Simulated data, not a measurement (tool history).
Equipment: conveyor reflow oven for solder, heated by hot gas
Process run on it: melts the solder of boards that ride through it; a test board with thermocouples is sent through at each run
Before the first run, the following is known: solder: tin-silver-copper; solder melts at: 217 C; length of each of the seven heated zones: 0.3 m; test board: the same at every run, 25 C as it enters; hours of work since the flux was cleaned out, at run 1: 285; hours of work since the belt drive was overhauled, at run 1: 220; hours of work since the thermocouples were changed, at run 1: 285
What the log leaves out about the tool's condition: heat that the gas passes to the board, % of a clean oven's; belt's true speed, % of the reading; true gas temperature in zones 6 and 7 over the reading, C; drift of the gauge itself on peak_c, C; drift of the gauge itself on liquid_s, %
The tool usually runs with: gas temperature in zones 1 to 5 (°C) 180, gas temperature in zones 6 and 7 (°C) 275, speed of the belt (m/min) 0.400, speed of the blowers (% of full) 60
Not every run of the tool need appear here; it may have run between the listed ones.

run,hour,gas temperature in zones 1 to 5 (°C),gas temperature in zones 6 and 7 (°C),speed of the belt (m/min),speed of the blowers (% of full),hours of work since the flux was cleaned out,hours of work since the belt drive was overhauled,hours of work since the thermocouples were changed,highest temperature of the board (°C),time above the solder's melting point (s)
1,0.0,180,275,0.400,60,285,220,285,258.5,74.7
2,39.1,180,275,0.400,60,311,247,311,258.2,74.6
3,88.2,170,275,0.400,60,344,280,344,256.2,68.9
4,125.0,170,275,0.400,60,369,304,369,256.5,68.9
5,155.5,187,275,0.400,60,389,325,389,259.9,78.9
6,180.9,187,275,0.400,60,406,342,406,260.1,79.3
7,221.2,186,275,0.400,60,433,369,433,259.6,78.3
8,251.9,180,275,0.400,78,454,390,454,262.7,78.6
9,282.3,180,275,0.400,78,474,410,474,262.7,78.4
# hour 290.1: flux residue cleaned out of gas plates and filters
10,325.4,180,275,0.400,78,24,436,500,261.1,77.4
11,361.7,180,275,0.400,60,48,460,524,256.8,73.3
12,392.9,180,275,0.400,60,69,481,545,257.0,73.5
13,443.1,180,275,0.400,60,103,515,579,256.8,73.5
14,467.0,180,286,0.400,60,119,531,595,266.7,79.9
15,497.2,180,273,0.400,60,139,551,615,255.2,71.9
16,519.7,180,273,0.400,60,154,566,630,255.5,72.5
17,545.3,180,273,0.400,60,171,583,647,255.6,71.9
18,572.9,180,273,0.400,60,190,602,666,255.3,72.2
# hour 591.3: flux residue cleaned out of gas plates and filters, once more
19,622.6,180,273,0.400,60,21,632,696,259.7,76.0
20,648.8,190,273,0.458,60,39,649,713,256.7,68.8
21,687.4,188,274,0.458,58,65,675,739,256.3,67.2
22,739.4,180,290,0.445,52,99,710,774,266.6,72.3
23,772.4,194,289,0.396,56,122,732,796,275.2,93.2
24,804.5,194,289,0.396,56,143,754,818,275.1,92.9

Below are 4 alternative next runs, each starting from the tool's condition after run 24. Predict each:
A,849.1,180,275,0.477,60,173,784,848,?,?
B,849.1,194,285,0.396,75,173,784,848,?,?
C,849.1,180,289,0.400,54,173,784,848,?,?
D,849.1,184,289,0.448,52,173,784,848,?,?

run,highest temperature of the board (°C),time above the solder's melting point (s)
A,254.5,59.9
B,276.2,92.9
C,271.2,84.0
D,266.5,73.2
Stripped of hidden state, with their random variation kept, the same runs would have yielded:
run,highest temperature of the board (°C),time above the solder's melting point (s)
A,252.4,57.3
B,274.0,90.3
C,268.8,81.1
D,264.2,70.5

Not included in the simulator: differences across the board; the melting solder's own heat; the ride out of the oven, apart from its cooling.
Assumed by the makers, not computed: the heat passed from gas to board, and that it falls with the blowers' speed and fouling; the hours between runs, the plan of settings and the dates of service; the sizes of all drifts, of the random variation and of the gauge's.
